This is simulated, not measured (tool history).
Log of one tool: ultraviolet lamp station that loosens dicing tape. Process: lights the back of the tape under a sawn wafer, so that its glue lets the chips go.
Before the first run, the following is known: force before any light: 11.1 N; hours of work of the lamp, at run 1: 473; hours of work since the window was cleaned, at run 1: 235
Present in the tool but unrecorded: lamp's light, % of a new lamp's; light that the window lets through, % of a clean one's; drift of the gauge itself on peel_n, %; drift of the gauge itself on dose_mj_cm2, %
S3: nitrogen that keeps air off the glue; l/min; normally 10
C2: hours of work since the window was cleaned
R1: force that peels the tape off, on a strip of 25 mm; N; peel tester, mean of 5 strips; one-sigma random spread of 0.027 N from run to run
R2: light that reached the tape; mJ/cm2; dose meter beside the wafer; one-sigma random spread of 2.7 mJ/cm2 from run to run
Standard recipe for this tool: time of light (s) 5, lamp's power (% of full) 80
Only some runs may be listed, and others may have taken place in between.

Run 1, hour 0: usual settings; hours of work of the lamp 473; C2 235. Result: R1 1.994 N, R2 290 mJ/cm2.
Run 2, hour 31.1: usual settings; hours of work of the lamp 487; C2 249. Result: R1 1.947 N, R2 287 mJ/cm2.
Run 3, hour 55.2: usual settings but time of light (s) 9; hours of work of the lamp 498; C2 260. Result: R1 0.648 N, R2 511 mJ/cm2.
Run 4, hour 79.4: usual settings; hours of work of the lamp 509; C2 271. Result: R1 2.094 N, R2 280 mJ/cm2.
Run 5, hour 100: usual settings; hours of work of the lamp 519; C2 281. Result: R1 2.115 N, R2 277 mJ/cm2.
Run 6, hour 131.5: usual settings but lamp's power (% of full) 72; hours of work of the lamp 533; C2 295. Result: R1 2.536 N, R2 252 mJ/cm2.
Run 7, hour 147.5: usual settings but lamp's power (% of full) 72; hours of work of the lamp 541; C2 302. Result: R1 2.53 N, R2 252 mJ/cm2.
Run 8, hour 164.8: usual settings but lamp's power (% of full) 72; hours of work of the lamp 548; C2 310. Result: R1 2.582 N, R2 246 mJ/cm2.
Run 9, hour 187.1: usual settings but lamp's power (% of full) 72; hours of work of the lamp 559; C2 320. Result: R1 2.546 N, R2 243 mJ/cm2.
Run 10, hour 218.5: usual settings but time of light (s) 3, lamp's power (% of full) 63; hours of work of the lamp 573; C2 335. Result: R1 5.186 N, R2 124 mJ/cm2.
Run 11, hour 240.7: usual settings but time of light (s) 3, lamp's power (% of full) 63; hours of work of the lamp 583; C2 345. Result: R1 5.039 N, R2 126 mJ/cm2.
Run 12, hour 266: usual settings but time of light (s) 6, lamp's power (% of full) 81, S3 5 l/min; hours of work of the lamp 595; C2 356. Result: R1 2.191 N, R2 326 mJ/cm2.
Run 13, hour 294.4: usual settings but time of light (s) 6, lamp's power (% of full) 81, S3 5 l/min; hours of work of the lamp 608; C2 369. Result: R1 2.175 N, R2 317 mJ/cm2.

4 options for the next run, each taken on its own from the tool as it stands now. Forecast them:
Run A, hour 323.7: usual settings but time of light (s) 6, lamp's power (% of full) 83, S3 16 l/min; hours of work of the lamp 621; C2 383. Result: R1 ?, R2 ?.
Run B, hour 323.7: usual settings but lamp's power (% of full) 99; hours of work of the lamp 621; C2 383. Result: R1 ?, R2 ?.
Run C, hour 323.7: usual settings but time of light (s) 9, lamp's power (% of full) 94, S3 5 l/min; hours of work of the lamp 621; C2 383. Result: R1 ?, R2 ?.
Run D, hour 323.7: usual settings but time of light (s) 2, lamp's power (% of full) 86, S3 5 l/min; hours of work of the lamp 621; C2 383. Result: R1 ?, R2 ?.

run     R1   R2
  A  1.376  324
  B  1.662  322
  C  0.795  546
  D  6.379  114
Had the tool no hidden state, the same runs would have come out as:
run     R1   R2
  A   0.69  451
  B  0.861  447
  C  0.386  758
  D  5.115  157
